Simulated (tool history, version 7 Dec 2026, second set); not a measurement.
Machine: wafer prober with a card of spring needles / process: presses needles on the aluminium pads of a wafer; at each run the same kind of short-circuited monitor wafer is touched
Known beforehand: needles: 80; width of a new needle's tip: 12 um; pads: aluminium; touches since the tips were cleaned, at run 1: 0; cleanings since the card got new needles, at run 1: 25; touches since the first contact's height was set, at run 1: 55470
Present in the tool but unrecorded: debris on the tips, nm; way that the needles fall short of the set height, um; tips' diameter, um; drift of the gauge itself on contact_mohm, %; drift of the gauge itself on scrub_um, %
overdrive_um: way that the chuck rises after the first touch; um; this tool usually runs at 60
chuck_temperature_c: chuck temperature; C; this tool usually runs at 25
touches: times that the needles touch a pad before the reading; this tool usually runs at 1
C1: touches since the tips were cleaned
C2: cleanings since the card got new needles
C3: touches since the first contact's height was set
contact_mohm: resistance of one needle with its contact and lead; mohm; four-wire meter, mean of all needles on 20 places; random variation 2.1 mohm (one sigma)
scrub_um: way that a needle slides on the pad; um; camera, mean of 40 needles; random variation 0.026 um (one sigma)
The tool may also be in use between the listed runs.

Run 1, hour 0.0: usual settings; C1 0; C2 25; C3 55470. Result: contact_mohm 252 mohm, scrub_um 9.96 um.
At hour 11.7: tips cleaned on abrasive film.
Run 2, hour 15.7: usual settings but overdrive_um 58 um; C1 2419; C2 26; C3 64869. Result: contact_mohm 461 mohm, scrub_um 9.59 um.
At hour 23.6: tips cleaned on abrasive film.
Run 3, hour 33.3: usual settings but overdrive_um 58 um; C1 5853; C2 27; C3 75435. Result: contact_mohm 389 mohm, scrub_um 9.61 um.
At hour 35.3: tips cleaned on abrasive film.
At hour 48.3: tips cleaned on abrasive film.
At hour 60.1: tips cleaned on abrasive film.
Run 4, hour 60.8: usual settings but overdrive_um 58 um; C1 434; C2 30; C3 91902. Result: contact_mohm 271 mohm, scrub_um 9.55 um.
At hour 72.4: tips cleaned on abrasive film.
Run 5, hour 82.9: usual settings but overdrive_um 58 um; C1 6376; C2 31; C3 105206. Result: contact_mohm 392 mohm, scrub_um 9.49 um.
At hour 84.4: tips cleaned on abrasive film.
At hour 95.6: tips cleaned on abrasive film, once more.
Run 6, hour 105.1: usual settings but touches 2; C1 5764; C2 33; C3 118489. Result: contact_mohm 330 mohm, scrub_um 9.81 um.
At hour 106.4: tips cleaned on abrasive film.
At hour 117.4: tips cleaned on abrasive film.
Run 7, hour 117.4: usual settings but overdrive_um 42 um, touches 2; C1 0; C2 35; C3 125761. Result: contact_mohm 257 mohm, scrub_um 6.84 um.
At hour 129.3: tips cleaned on abrasive film.
At hour 129.6: height of the first contact set anew.
At hour 141.8: tips cleaned on abrasive film.
Run 8, hour 147.3: usual settings but touches 3; C1 3269; C2 37; C3 10615. Result: contact_mohm 273 mohm, scrub_um 10.05 um.
At hour 153.8: tips cleaned on abrasive film.
At hour 164.9: tips cleaned on abrasive film.
Run 9, hour 170.8: usual settings but overdrive_um 64 um; C1 3548; C2 39; C3 24694. Result: contact_mohm 336 mohm, scrub_um 10.67 um.
At hour 176.8: tips cleaned on abrasive film.
At hour 188.1: tips cleaned on abrasive film.
Run 10, hour 197.3: usual settings but overdrive_um 64 um; C1 5553; C2 41; C3 40604. Result: contact_mohm 354 mohm, scrub_um 10.73 um.
At hour 199.1: tips cleaned on abrasive film.
At hour 210.6: tips cleaned on abrasive film.
Run 11, hour 218.5: usual settings but overdrive_um 64 um; C1 4766; C2 43; C3 53294. Result: contact_mohm 351 mohm, scrub_um 10.67 um.
At hour 221.4: tips cleaned on abrasive film.
At hour 232.4: tips cleaned on abrasive film.
Run 12, hour 232.4: usual settings but overdrive_um 64 um; C1 0; C2 45; C3 61536. Result: contact_mohm 244 mohm, scrub_um 10.71 um.
At hour 244.6: tips cleaned on abrasive film.
Run 13, hour 250.5: usual settings but overdrive_um 76 um; C1 3568; C2 46; C3 72460. Result: contact_mohm 309 mohm, scrub_um 12.63 um.
At hour 256.4: tips cleaned on abrasive film.
At hour 267.6: tips cleaned on abrasive film.
Run 14, hour 275.2: usual settings; C1 4548; C2 48; C3 87206. Result: contact_mohm 374 mohm, scrub_um 9.89 um.
At hour 279.7: tips cleaned on abrasive film.
At hour 291.4: tips cleaned on abrasive film.
Run 15, hour 298.1: usual settings; C1 4040; C2 50; C3 100926. Result: contact_mohm 364 mohm, scrub_um 9.94 um.
At hour 303.2: tips cleaned on abrasive film.
At hour 315.4: tips cleaned on abrasive film.
Run 16, hour 317.2: usual settings but chuck_temperature_c 35 C; C1 1090; C2 52; C3 112342. Result: contact_mohm 285 mohm, scrub_um 9.92 um.
At hour 327.2: tips cleaned on abrasive film.
At hour 338.1: tips cleaned on abrasive film.
Run 17, hour 338.1: usual settings but chuck_temperature_c 35 C; C1 0; C2 54; C3 124839. Result: contact_mohm 260 mohm, scrub_um 9.88 um.
At hour 350.2: tips cleaned on abrasive film.
At hour 352.4: height of the first contact set anew.
Run 18, hour 354.8: usual settings but overdrive_um 42 um, chuck_temperature_c 100 C, touches 3; C1 2588; C2 55; C3 1473. Result: contact_mohm 328 mohm, scrub_um 7.06 um.
At hour 362.7: tips cleaned on abrasive film.
At hour 374.6: tips cleaned on abrasive film.
Run 19, hour 382.6: usual settings but overdrive_um 42 um, chuck_temperature_c 100 C, touches 3; C1 4852; C2 57; C3 18147. Result: contact_mohm 352 mohm, scrub_um 7.05 um.
At hour 387.3: tips cleaned on abrasive film.
At hour 398.1: tips cleaned on abrasive film.
Run 20, hour 406.6: usual settings but chuck_temperature_c 48 C; C1 5091; C2 59; C3 32497. Result: contact_mohm 370 mohm, scrub_um 10.03 um.
At hour 409.7: tips cleaned on abrasive film.
At hour 421.1: tips cleaned on abrasive film.
Run 21, hour 427.2: usual settings but overdrive_um 56 um, chuck_temperature_c 36 C; C1 3652; C2 61; C3 44840. Result: contact_mohm 368 mohm, scrub_um 9.37 um.
At hour 433.3: tips cleaned on abrasive film.
At hour 445.0: tips cleaned on abrasive film.
Run 22, hour 454.0: usual settings but chuck_temperature_c 34 C; C1 5454; C2 63; C3 60906. Result: contact_mohm 392 mohm, scrub_um 10.00 um.
At hour 456.6: tips cleaned on abrasive film.
At hour 467.8: tips cleaned on abrasive film.
At hour 479.6: tips cleaned on abrasive film.
Run 23, hour 479.6: usual settings but overdrive_um 78 um, chuck_temperature_c 113 C, touches 2; C1 0; C2 66; C3 76212. Result: contact_mohm 266 mohm, scrub_um 12.92 um.
At hour 491.7: tips cleaned on abrasive film.
Run 24, hour 492.6: usual settings but overdrive_um 78 um, chuck_temperature_c 113 C, touches 2; C1 505; C2 67; C3 83958. Result: contact_mohm 269 mohm, scrub_um 13.01 um.
At hour 504.7: tips cleaned on abrasive film.
At hour 515.5: tips cleaned on abrasive film.
Run 25, hour 517.3: usual settings but overdrive_um 78 um, chuck_temperature_c 79 C, touches 2; C1 1091; C2 69; C3 98812. Result: contact_mohm 269 mohm, scrub_um 12.93 um.
At hour 528.0: tips cleaned on abrasive film.
Run 26, hour 537.5: usual settings but overdrive_um 45 um, chuck_temperature_c 80 C; C1 5749; C2 70; C3 110922. Result: contact_mohm 504 mohm, scrub_um 7.35 um.
At hour 539.6: tips cleaned on abrasive film.
At hour 550.8: tips cleaned on abrasive film.
Run 27, hour 553.1: usual settings but chuck_temperature_c 62 C; C1 1421; C2 72; C3 120238. Result: contact_mohm 302 mohm, scrub_um 9.86 um.
At hour 562.4: tips cleaned on abrasive film.
Run 28, hour 565.5: usual settings but overdrive_um 52 um, chuck_temperature_c 58 C, touches 2; C1 1896; C2 73; C3 127662. Result: contact_mohm 316 mohm, scrub_um 8.51 um.
At hour 574.1: tips cleaned on abrasive film.
At hour 574.4: height of the first contact set anew.
Run 29, hour 580.9: usual settings but overdrive_um 44 um; C1 3909; C2 74; C3 3909. Result: contact_mohm 472 mohm, scrub_um 7.36 um.
At hour 585.8: tips cleaned on abrasive film.
Run 30, hour 594.5: usual settings but overdrive_um 66 um, chuck_temperature_c 56 C, touches 3; C1 5279; C2 75; C3 12117. Result: contact_mohm 285 mohm, scrub_um 11.08 um.

Run by run, hidden condition taken away, random variation retained:
run  contact_mohm  scrub_um
  1           235     10.04
  2           241      9.71
  3           237      9.75
  4           235      9.72
  5           239      9.66
  6           239     10.01
  7           247      7.06
  8           234     10.06
  9           235     10.70
 10           234     10.78
 11           232     10.73
 12           235     10.80
 13           235     12.72
 14           240     10.01
 15           236     10.08
 16           239     10.08
 17           240     10.06
 18           265      7.06
 19           266      7.07
 20           242     10.06
 21           243      9.43
 22           239     10.07
 23           260     13.03
 24           256     13.13
 25           248     13.07
 26           258      7.50
 27           242     10.03
 28           248      8.69
 29           244      7.36
 30           242     11.10

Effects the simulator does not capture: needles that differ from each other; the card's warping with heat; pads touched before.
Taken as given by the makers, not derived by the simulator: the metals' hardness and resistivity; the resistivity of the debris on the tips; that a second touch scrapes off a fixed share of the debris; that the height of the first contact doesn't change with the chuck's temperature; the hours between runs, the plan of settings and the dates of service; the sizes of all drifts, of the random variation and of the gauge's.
